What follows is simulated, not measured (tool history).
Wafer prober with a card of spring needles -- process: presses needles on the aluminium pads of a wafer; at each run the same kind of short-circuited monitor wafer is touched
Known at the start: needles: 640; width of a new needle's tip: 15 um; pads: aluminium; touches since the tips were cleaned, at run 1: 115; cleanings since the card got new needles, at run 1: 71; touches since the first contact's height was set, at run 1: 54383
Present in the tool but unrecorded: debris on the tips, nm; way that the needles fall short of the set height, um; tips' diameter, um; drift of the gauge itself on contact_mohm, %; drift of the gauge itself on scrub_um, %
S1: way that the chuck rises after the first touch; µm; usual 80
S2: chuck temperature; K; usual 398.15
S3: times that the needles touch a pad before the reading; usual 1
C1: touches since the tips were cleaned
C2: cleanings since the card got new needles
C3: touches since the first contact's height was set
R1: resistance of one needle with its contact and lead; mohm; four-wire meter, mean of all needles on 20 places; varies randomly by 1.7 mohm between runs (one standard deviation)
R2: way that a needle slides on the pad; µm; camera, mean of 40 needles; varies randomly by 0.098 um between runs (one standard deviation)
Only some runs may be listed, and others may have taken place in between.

{"run": 1, "day": 0.0, "S1": 80, "S2": 398.15, "S3": 1, "C1": 115, "C2": 71, "C3": 54383, "R1": 163, "R2": 12.45}
{"day": 0.221, "done": "tips cleaned on abrasive film"}
{"day": 0.442, "done": "tips cleaned on abrasive film"}
{"day": 0.667, "done": "tips cleaned on abrasive film"}
{"day": 0.888, "done": "tips cleaned on abrasive film"}
{"day": 1.162, "done": "tips cleaned on abrasive film"}
{"day": 1.383, "done": "tips cleaned on abrasive film"}
{"day": 1.608, "done": "tips cleaned on abrasive film"}
{"day": 1.829, "done": "tips cleaned on abrasive film"}
{"day": 2.05, "done": "tips cleaned on abrasive film"}
{"run": 2, "day": 2.05, "S1": 80, "S2": 398.15, "S3": 1, "C1": 18, "C2": 80, "C3": 83502, "R1": 165, "R2": 12.22}
{"day": 2.275, "done": "tips cleaned on abrasive film"}
{"day": 2.55, "done": "tips cleaned on abrasive film"}
{"day": 2.771, "done": "tips cleaned on abrasive film"}
{"day": 2.996, "done": "tips cleaned on abrasive film"}
{"day": 3.217, "done": "tips cleaned on abrasive film"}
{"day": 3.438, "done": "tips cleaned on abrasive film"}
{"day": 3.712, "done": "tips cleaned on abrasive film"}
{"day": 3.992, "done": "tips cleaned on abrasive film"}
{"day": 4.212, "done": "tips cleaned on abrasive film"}
{"run": 3, "day": 4.246, "S1": 80, "S2": 398.15, "S3": 1, "C1": 468, "C2": 89, "C3": 114670, "R1": 164, "R2": 12.42}
{"day": 4.467, "done": "tips cleaned on abrasive film"}
{"day": 4.742, "done": "tips cleaned on abrasive film"}
{"day": 4.962, "done": "tips cleaned on abrasive film"}
{"day": 5.242, "done": "tips cleaned on abrasive film"}
{"day": 5.517, "done": "tips cleaned on abrasive film"}
{"day": 5.738, "done": "tips cleaned on abrasive film"}
{"day": 5.958, "done": "tips cleaned on abrasive film"}
{"day": 6.179, "done": "tips cleaned on abrasive film"}
{"day": 6.458, "done": "tips cleaned on abrasive film"}
{"day": 6.733, "done": "tips cleaned on abrasive film"}
{"run": 4, "day": 6.733, "S1": 80, "S2": 398.15, "S3": 1, "C1": 0, "C2": 99, "C3": 150063, "R1": 166, "R2": 12.43}
{"day": 7.008, "done": "tips cleaned on abrasive film"}
{"day": 7.229, "done": "tips cleaned on abrasive film"}
{"day": 7.454, "done": "tips cleaned on abrasive film"}
{"day": 7.675, "done": "tips cleaned on abrasive film"}
{"day": 7.896, "done": "tips cleaned on abrasive film"}
{"day": 8.117, "done": "tips cleaned on abrasive film"}
{"day": 8.396, "done": "tips cleaned on abrasive film"}
{"day": 8.671, "done": "tips cleaned on abrasive film"}
{"day": 8.892, "done": "tips cleaned on abrasive film"}
{"day": 9.112, "done": "tips cleaned on abrasive film"}
{"day": 9.333, "done": "tips cleaned on abrasive film"}
{"day": 9.346, "done": "height of the first contact set anew"}
{"run": 5, "day": 9.379, "S1": 80, "S2": 319.15, "S3": 1, "C1": 454, "C2": 110, "C3": 454, "R1": 155, "R2": 12.31}
{"day": 9.6, "done": "tips cleaned on abrasive film"}
{"day": 9.821, "done": "tips cleaned on abrasive film"}
{"day": 10.046, "done": "tips cleaned on abrasive film"}
{"day": 10.267, "done": "tips cleaned on abrasive film"}
{"day": 10.542, "done": "tips cleaned on abrasive film"}
{"day": 10.762, "done": "tips cleaned on abrasive film"}
{"day": 10.992, "done": "tips cleaned on abrasive film"}
{"run": 6, "day": 10.992, "S1": 80, "S2": 319.15, "S3": 1, "C1": 0, "C2": 117, "C3": 23356, "R1": 151, "R2": 12.15}
{"day": 11.267, "done": "tips cleaned on abrasive film"}
{"day": 11.546, "done": "tips cleaned on abrasive film"}
{"day": 11.767, "done": "tips cleaned on abrasive film"}
{"day": 11.988, "done": "tips cleaned on abrasive film"}
{"day": 12.262, "done": "tips cleaned on abrasive film"}
{"day": 12.538, "done": "tips cleaned on abrasive film"}
{"day": 12.762, "done": "tips cleaned on abrasive film"}
{"day": 13.038, "done": "tips cleaned on abrasive film"}
{"run": 7, "day": 13.058, "S1": 80, "S2": 319.15, "S3": 1, "C1": 293, "C2": 125, "C3": 52743, "R1": 153, "R2": 12.24}
{"day": 13.279, "done": "tips cleaned on abrasive film"}
{"day": 13.5, "done": "tips cleaned on abrasive film"}
{"day": 13.721, "done": "tips cleaned on abrasive film"}
{"day": 13.946, "done": "tips cleaned on abrasive film"}
{"day": 14.167, "done": "tips cleaned on abrasive film"}
{"day": 14.388, "done": "tips cleaned on abrasive film"}
{"day": 14.608, "done": "tips cleaned on abrasive film"}
{"day": 14.833, "done": "tips cleaned on abrasive film"}
{"day": 15.054, "done": "tips cleaned on abrasive film"}
{"day": 15.275, "done": "tips cleaned on abrasive film"}
{"day": 15.496, "done": "tips cleaned on abrasive film"}
{"run": 8, "day": 15.508, "S1": 80, "S2": 319.15, "S3": 1, "C1": 177, "C2": 136, "C3": 87524, "R1": 152, "R2": 12.25}
{"day": 15.729, "done": "tips cleaned on abrasive film"}
{"day": 15.954, "done": "tips cleaned on abrasive film"}
{"day": 16.175, "done": "tips cleaned on abrasive film"}
{"day": 16.396, "done": "tips cleaned on abrasive film"}
{"day": 16.617, "done": "tips cleaned on abrasive film"}
{"day": 16.838, "done": "tips cleaned on abrasive film"}
{"run": 9, "day": 16.983, "S1": 80, "S2": 300.15, "S3": 1, "C1": 2064, "C2": 142, "C3": 108464, "R1": 150, "R2": 12.41}
{"day": 17.096, "done": "tips cleaned on abrasive film"}
{"day": 17.371, "done": "tips cleaned on abrasive film"}
{"day": 17.592, "done": "tips cleaned on abrasive film"}
{"day": 17.812, "done": "tips cleaned on abrasive film"}
{"day": 18.038, "done": "tips cleaned on abrasive film"}
{"day": 18.258, "done": "tips cleaned on abrasive film"}
{"run": 10, "day": 18.396, "S1": 80, "S2": 300.15, "S3": 1, "C1": 2023, "C2": 148, "C3": 128576, "R1": 148, "R2": 12.39}
{"day": 18.512, "done": "tips cleaned on abrasive film"}
{"day": 18.733, "done": "tips cleaned on abrasive film"}
{"day": 18.954, "done": "tips cleaned on abrasive film"}
{"day": 19.175, "done": "tips cleaned on abrasive film"}
{"day": 19.396, "done": "tips cleaned on abrasive film"}
{"day": 19.621, "done": "tips cleaned on abrasive film"}
{"day": 19.842, "done": "tips cleaned on abrasive film"}
{"day": 20.117, "done": "tips cleaned on abrasive film"}
{"day": 20.338, "done": "tips cleaned on abrasive film"}
{"day": 20.562, "done": "tips cleaned on abrasive film"}
{"day": 20.783, "done": "tips cleaned on abrasive film"}
{"run": 11, "day": 20.946, "S1": 80, "S2": 364.15, "S3": 2, "C1": 2379, "C2": 159, "C3": 164774, "R1": 158, "R2": 12.36}
{"day": 21.004, "done": "tips cleaned on abrasive film"}
{"day": 21.229, "done": "tips cleaned on abrasive film"}
{"day": 21.504, "done": "tips cleaned on abrasive film"}
{"day": 21.725, "done": "tips cleaned on abrasive film"}
{"day": 21.946, "done": "tips cleaned on abrasive film"}
{"day": 22.171, "done": "tips cleaned on abrasive film"}
{"day": 22.392, "done": "tips cleaned on abrasive film"}
{"day": 22.512, "done": "height of the first contact set anew"}
{"day": 22.679, "done": "tips cleaned on abrasive film"}
{"run": 12, "day": 22.704, "S1": 80, "S2": 364.15, "S3": 2, "C1": 329, "C2": 167, "C3": 2689, "R1": 160, "R2": 12.26}
{"day": 22.925, "done": "tips cleaned on abrasive film"}
{"day": 23.146, "done": "tips cleaned on abrasive film"}
{"day": 23.421, "done": "tips cleaned on abrasive film"}
{"day": 23.642, "done": "tips cleaned on abrasive film"}
{"day": 23.867, "done": "tips cleaned on abrasive film"}
{"day": 24.088, "done": "tips cleaned on abrasive film"}
{"run": 13, "day": 24.208, "S1": 80, "S2": 364.15, "S3": 2, "C1": 1754, "C2": 173, "C3": 24106, "R1": 156, "R2": 12.32}
{"day": 24.321, "done": "tips cleaned on abrasive film"}
{"day": 24.542, "done": "tips cleaned on abrasive film"}
{"day": 24.767, "done": "tips cleaned on abrasive film"}
{"day": 24.988, "done": "tips cleaned on abrasive film"}
{"day": 25.208, "done": "tips cleaned on abrasive film"}
{"day": 25.483, "done": "tips cleaned on abrasive film"}
{"day": 25.704, "done": "tips cleaned on abrasive film"}
{"day": 25.942, "done": "tips cleaned on abrasive film"}
{"run": 14, "day": 25.942, "S1": 89, "S2": 358.15, "S3": 1, "C1": 0, "C2": 181, "C3": 48686, "R1": 157, "R2": 13.75}
{"day": 26.217, "done": "tips cleaned on abrasive film"}
{"day": 26.438, "done": "tips cleaned on abrasive film"}
{"day": 26.662, "done": "tips cleaned on abrasive film"}
{"day": 26.883, "done": "tips cleaned on abrasive film"}
{"day": 27.104, "done": "tips cleaned on abrasive film"}
{"day": 27.325, "done": "tips cleaned on abrasive film"}
{"day": 27.546, "done": "tips cleaned on abrasive film"}
{"day": 27.771, "done": "tips cleaned on abrasive film"}
{"run": 15, "day": 27.842, "S1": 89, "S2": 358.15, "S3": 1, "C1": 1071, "C2": 189, "C3": 75709, "R1": 157, "R2": 13.66}
{"day": 28.012, "done": "tips cleaned on abrasive film"}
{"day": 28.233, "done": "tips cleaned on abrasive film"}
{"day": 28.454, "done": "tips cleaned on abrasive film"}
{"day": 28.729, "done": "tips cleaned on abrasive film"}
{"day": 29.008, "done": "tips cleaned on abrasive film"}
{"day": 29.229, "done": "tips cleaned on abrasive film"}
{"day": 29.45, "done": "tips cleaned on abrasive film"}
{"day": 29.725, "done": "tips cleaned on abrasive film"}
{"day": 29.946, "done": "tips cleaned on abrasive film"}
{"day": 30.171, "done": "tips cleaned on abrasive film"}
{"run": 16, "day": 30.238, "S1": 68, "S2": 302.15, "S3": 1, "C1": 982, "C2": 199, "C3": 109724, "R1": 150, "R2": 10.41}
{"day": 30.404, "done": "tips cleaned on abrasive film"}
{"day": 30.625, "done": "tips cleaned on abrasive film"}
{"day": 30.904, "done": "tips cleaned on abrasive film"}
{"day": 31.125, "done": "tips cleaned on abrasive film"}
{"day": 31.346, "done": "tips cleaned on abrasive film"}
{"day": 31.621, "done": "tips cleaned on abrasive film"}
{"run": 17, "day": 31.625, "S1": 79, "S2": 333.15, "S3": 1, "C1": 41, "C2": 205, "C3": 129427, "R1": 155, "R2": 12.27}
{"day": 31.846, "done": "tips cleaned on abrasive film"}
{"day": 32.067, "done": "tips cleaned on abrasive film"}
{"day": 32.292, "done": "tips cleaned on abrasive film"}
{"day": 32.567, "done": "tips cleaned on abrasive film"}
{"day": 32.788, "done": "tips cleaned on abrasive film"}
{"day": 33.008, "done": "tips cleaned on abrasive film"}
{"day": 33.229, "done": "tips cleaned on abrasive film"}
{"day": 33.454, "done": "tips cleaned on abrasive film"}
{"day": 33.729, "done": "tips cleaned on abrasive film"}
{"day": 33.95, "done": "tips cleaned on abrasive film"}
{"run": 18, "day": 34.129, "S1": 79, "S2": 333.15, "S3": 1, "C1": 2590, "C2": 215, "C3": 165046, "R1": 154, "R2": 12.09}
{"day": 34.188, "done": "tips cleaned on abrasive film"}
{"day": 34.408, "done": "tips cleaned on abrasive film"}
{"day": 34.633, "done": "tips cleaned on abrasive film"}
{"day": 34.908, "done": "tips cleaned on abrasive film"}
{"day": 35.129, "done": "tips cleaned on abrasive film"}
{"day": 35.35, "done": "tips cleaned on abrasive film"}
{"day": 35.575, "done": "tips cleaned on abrasive film"}
{"day": 35.696, "done": "height of the first contact set anew"}
{"day": 35.862, "done": "tips cleaned on abrasive film"}
{"day": 36.083, "done": "tips cleaned on abrasive film"}
{"day": 36.304, "done": "tips cleaned on abrasive film"}
{"day": 36.525, "done": "tips cleaned on abrasive film"}
{"day": 36.75, "done": "tips cleaned on abrasive film"}
{"day": 36.971, "done": "tips cleaned on abrasive film"}
{"day": 37.192, "done": "tips cleaned on abrasive film"}
{"day": 37.412, "done": "tips cleaned on abrasive film"}
{"run": 19, "day": 37.421, "S1": 65, "S2": 318.15, "S3": 1, "C1": 124, "C2": 230, "C3": 24505, "R1": 153, "R2": 10.04}

Below are 3 alternative next runs, each starting from the tool's condition after run 19. Predict each:
{"day": 37.646, "done": "tips cleaned on abrasive film"}
{"day": 37.867, "done": "tips cleaned on abrasive film"}
{"day": 38.142, "done": "tips cleaned on abrasive film"}
{"day": 38.417, "done": "tips cleaned on abrasive film"}
{"day": 38.642, "done": "tips cleaned on abrasive film"}
{"day": 38.862, "done": "tips cleaned on abrasive film"}
{"day": 39.138, "done": "tips cleaned on abrasive film"}
{"day": 39.412, "done": "tips cleaned on abrasive film"}
{"day": 39.692, "done": "tips cleaned on abrasive film"}
{"day": 39.912, "done": "tips cleaned on abrasive film"}
{"day": 40.188, "done": "tips cleaned on abrasive film"}
{"run": "A", "day": 40.233, "S1": 80, "S2": 381.15, "S3": 2, "C1": 654, "C2": 241, "C3": 64486, "R1": "?", "R2": "?"}
{"day": 37.646, "done": "tips cleaned on abrasive film"}
{"day": 37.867, "done": "tips cleaned on abrasive film"}
{"day": 38.142, "done": "tips cleaned on abrasive film"}
{"day": 38.417, "done": "tips cleaned on abrasive film"}
{"day": 38.642, "done": "tips cleaned on abrasive film"}
{"day": 38.862, "done": "tips cleaned on abrasive film"}
{"day": 39.138, "done": "tips cleaned on abrasive film"}
{"day": 39.412, "done": "tips cleaned on abrasive film"}
{"day": 39.692, "done": "tips cleaned on abrasive film"}
{"day": 39.912, "done": "tips cleaned on abrasive film"}
{"day": 40.188, "done": "tips cleaned on abrasive film"}
{"run": "B", "day": 40.233, "S1": 65, "S2": 382.15, "S3": 2, "C1": 654, "C2": 241, "C3": 64486, "R1": "?", "R2": "?"}
{"day": 37.646, "done": "tips cleaned on abrasive film"}
{"day": 37.867, "done": "tips cleaned on abrasive film"}
{"day": 38.142, "done": "tips cleaned on abrasive film"}
{"day": 38.417, "done": "tips cleaned on abrasive film"}
{"day": 38.642, "done": "tips cleaned on abrasive film"}
{"day": 38.862, "done": "tips cleaned on abrasive film"}
{"day": 39.138, "done": "tips cleaned on abrasive film"}
{"day": 39.412, "done": "tips cleaned on abrasive film"}
{"day": 39.692, "done": "tips cleaned on abrasive film"}
{"day": 39.912, "done": "tips cleaned on abrasive film"}
{"day": 40.188, "done": "tips cleaned on abrasive film"}
{"run": "C", "day": 40.233, "S1": 65, "S2": 315.15, "S3": 2, "C1": 654, "C2": 241, "C3": 64486, "R1": "?", "R2": "?"}

run=A R1=160 R2=12.53
run=B R1=164 R2=10.09
run=C R1=157 R2=9.89
Take away the tool's hidden state, keep each run's random variation, and the runs would have read:
run=A R1=160 R2=12.54
run=B R1=164 R2=10.10
run=C R1=156 R2=9.90

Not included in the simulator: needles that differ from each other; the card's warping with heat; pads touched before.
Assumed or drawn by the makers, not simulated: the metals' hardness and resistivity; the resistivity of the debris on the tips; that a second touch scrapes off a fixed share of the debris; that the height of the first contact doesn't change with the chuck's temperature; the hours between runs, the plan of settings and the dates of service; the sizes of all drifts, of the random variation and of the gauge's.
